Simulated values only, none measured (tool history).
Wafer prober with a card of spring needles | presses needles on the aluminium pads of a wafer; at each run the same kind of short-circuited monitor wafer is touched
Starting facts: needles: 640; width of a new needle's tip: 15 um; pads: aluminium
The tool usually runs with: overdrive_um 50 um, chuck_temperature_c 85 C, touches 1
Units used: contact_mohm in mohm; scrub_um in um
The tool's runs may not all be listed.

run 1 hour=0.0 | overdrive_um=50 chuck_temperature_c=85 touches=1 | contact_mohm=193 scrub_um=13.73
-- hour=3.0 tips cleaned on abrasive film
-- hour=16.7 tips cleaned on abrasive film
run 2 hour=16.7 | overdrive_um=50 chuck_temperature_c=66 touches=1 | contact_mohm=152 scrub_um=13.71
-- hour=31.5 tips cleaned on abrasive film
-- hour=45.8 tips cleaned on abrasive film
run 3 hour=49.8 | overdrive_um=50 chuck_temperature_c=66 touches=1 | contact_mohm=170 scrub_um=13.68
-- hour=60.3 tips cleaned on abrasive film
-- hour=75.5 tips cleaned on abrasive film
run 4 hour=84.0 | overdrive_um=50 chuck_temperature_c=66 touches=2 | contact_mohm=170 scrub_um=13.63
-- hour=89.2 tips cleaned on abrasive film
-- hour=105.8 tips cleaned on abrasive film
-- hour=119.7 tips cleaned on abrasive film
run 5 hour=120.6 | overdrive_um=50 chuck_temperature_c=66 touches=2 | contact_mohm=158 scrub_um=13.63
-- hour=134.4 tips cleaned on abrasive film
-- hour=148.5 tips cleaned on abrasive film
run 6 hour=157.8 | overdrive_um=50 chuck_temperature_c=50 touches=1 | contact_mohm=187 scrub_um=13.60
-- hour=162.1 tips cleaned on abrasive film
-- hour=175.8 tips cleaned on abrasive film
run 7 hour=175.8 | overdrive_um=50 chuck_temperature_c=50 touches=1 | contact_mohm=147 scrub_um=13.59
-- hour=191.9 tips cleaned on abrasive film
-- hour=205.7 tips cleaned on abrasive film
run 8 hour=207.4 | overdrive_um=50 chuck_temperature_c=85 touches=1 | contact_mohm=164 scrub_um=13.56
-- hour=219.8 tips cleaned on abrasive film
run 9 hour=229.2 | overdrive_um=50 chuck_temperature_c=85 touches=1 | contact_mohm=191 scrub_um=13.54
-- hour=235.6 tips cleaned on abrasive film
-- hour=249.9 tips cleaned on abrasive film
run 10 hour=252.9 | overdrive_um=50 chuck_temperature_c=85 touches=1 | contact_mohm=173 scrub_um=13.53
-- hour=265.5 tips cleaned on abrasive film
run 11 hour=273.8 | overdrive_um=50 chuck_temperature_c=85 touches=1 | contact_mohm=186 scrub_um=13.48
-- hour=280.2 tips cleaned on abrasive film
-- hour=288.8 height of the first contact set anew
-- hour=296.9 tips cleaned on abrasive film
run 12 hour=306.2 | overdrive_um=50 chuck_temperature_c=85 touches=2 | contact_mohm=177 scrub_um=13.90
-- hour=311.7 tips cleaned on abrasive film
-- hour=326.7 tips cleaned on abrasive film
run 13 hour=334.2 | overdrive_um=50 chuck_temperature_c=85 touches=1 | contact_mohm=186 scrub_um=13.83
-- hour=341.6 tips cleaned on abrasive film
-- hour=356.3 tips cleaned on abrasive film
run 14 hour=358.6 | overdrive_um=50 chuck_temperature_c=85 touches=1 | contact_mohm=166 scrub_um=13.84
-- hour=370.3 tips cleaned on abrasive film
run 15 hour=375.4 | overdrive_um=50 chuck_temperature_c=85 touches=1 | contact_mohm=176 scrub_um=13.85
-- hour=386.6 tips cleaned on abrasive film
-- hour=401.6 tips cleaned on abrasive film
run 16 hour=405.9 | overdrive_um=33 chuck_temperature_c=39 touches=2 | contact_mohm=186 scrub_um=9.08
-- hour=416.7 tips cleaned on abrasive film
-- hour=431.0 tips cleaned on abrasive film
run 17 hour=432.9 | overdrive_um=34 chuck_temperature_c=91 touches=3 | contact_mohm=168 scrub_um=9.35
-- hour=445.2 tips cleaned on abrasive film
run 18 hour=451.5 | overdrive_um=56 chuck_temperature_c=91 touches=2 | contact_mohm=167 scrub_um=15.47
-- hour=459.2 tips cleaned on abrasive film
-- hour=474.1 tips cleaned on abrasive film
run 19 hour=477.6 | overdrive_um=56 chuck_temperature_c=51 touches=2 | contact_mohm=160 scrub_um=15.35
-- hour=487.8 tips cleaned on abrasive film
-- hour=501.8 tips cleaned on abrasive film
run 20 hour=506.1 | overdrive_um=64 chuck_temperature_c=26 touches=2 | contact_mohm=153 scrub_um=17.60
-- hour=516.8 tips cleaned on abrasive film
run 21 hour=523.6 | overdrive_um=50 chuck_temperature_c=68 touches=3 | contact_mohm=160 scrub_um=13.70
-- hour=530.2 tips cleaned on abrasive film
-- hour=545.9 tips cleaned on abrasive film
run 22 hour=551.1 | overdrive_um=46 chuck_temperature_c=89 touches=2 | contact_mohm=170 scrub_um=12.61
-- hour=559.4 tips cleaned on abrasive film
-- hour=575.0 tips cleaned on abrasive film
run 23 hour=584.0 | overdrive_um=35 chuck_temperature_c=89 touches=2 | contact_mohm=201 scrub_um=9.47
-- hour=590.2 tips cleaned on abrasive film
-- hour=604.2 tips cleaned on abrasive film
run 24 hour=614.2 | overdrive_um=50 chuck_temperature_c=56 touches=1 | contact_mohm=189 scrub_um=13.64
-- hour=618.6 tips cleaned on abrasive film
-- hour=634.6 tips cleaned on abrasive film
run 25 hour=634.6 | overdrive_um=50 chuck_temperature_c=47 touches=1 | contact_mohm=151 scrub_um=13.59
-- hour=649.8 tips cleaned on abrasive film
run 26 hour=656.3 | overdrive_um=50 chuck_temperature_c=47 touches=1 | contact_mohm=179 scrub_um=13.61
-- hour=663.4 tips cleaned on abrasive film
-- hour=677.2 tips cleaned on abrasive film
run 27 hour=678.5 | overdrive_um=50 chuck_temperature_c=47 touches=3 | contact_mohm=150 scrub_um=13.56
-- hour=691.6 tips cleaned on abrasive film
-- hour=706.6 tips cleaned on abrasive film
run 28 hour=708.9 | overdrive_um=50 chuck_temperature_c=85 touches=3 | contact_mohm=162 scrub_um=13.56
-- hour=720.2 tips cleaned on abrasive film
-- hour=734.6 tips cleaned on abrasive film
run 29 hour=742.2 | overdrive_um=50 chuck_temperature_c=85 touches=3 | contact_mohm=164 scrub_um=13.52

Subtracting, for every run, the result it would have given without the tool's unlogged condition from the measured result gives the following. The same run-to-run variation enters both numbers; the gauge's scatter may not:
Unlogged tool condition in this case: debris on the tips, nm; way that the needles fall short of the set height, um; tips' diameter, um; drift of the gauge itself on contact_mohm, %; drift of the gauge itself on scrub_um, %.
run=1 contact_mohm=+41 scrub_um=-0.16
run=2 contact_mohm=+4 scrub_um=-0.19
run=3 contact_mohm=+20 scrub_um=-0.22
run=4 contact_mohm=+22 scrub_um=-0.24
run=5 contact_mohm=+6 scrub_um=-0.27
run=6 contact_mohm=+41 scrub_um=-0.29
run=7 contact_mohm=+3 scrub_um=-0.32
run=8 contact_mohm=+11 scrub_um=-0.35
run=9 contact_mohm=+39 scrub_um=-0.36
run=10 contact_mohm=+21 scrub_um=-0.38
run=11 contact_mohm=+33 scrub_um=-0.40
run=12 contact_mohm=+22 scrub_um=-0.01
run=13 contact_mohm=+33 scrub_um=-0.04
run=14 contact_mohm=+15 scrub_um=-0.06
run=15 contact_mohm=+24 scrub_um=-0.07
run=16 contact_mohm=+33 scrub_um=-0.11
run=17 contact_mohm=+10 scrub_um=-0.12
run=18 contact_mohm=+14 scrub_um=-0.14
run=19 contact_mohm=+13 scrub_um=-0.17
run=20 contact_mohm=+12 scrub_um=-0.18
run=21 contact_mohm=+11 scrub_um=-0.20
run=22 contact_mohm=+17 scrub_um=-0.22
run=23 contact_mohm=+43 scrub_um=-0.24
run=24 contact_mohm=+43 scrub_um=-0.27
run=25 contact_mohm=+4 scrub_um=-0.30
run=26 contact_mohm=+33 scrub_um=-0.30
run=27 contact_mohm=+5 scrub_um=-0.33
run=28 contact_mohm=+7 scrub_um=-0.35
run=29 contact_mohm=+13 scrub_um=-0.38
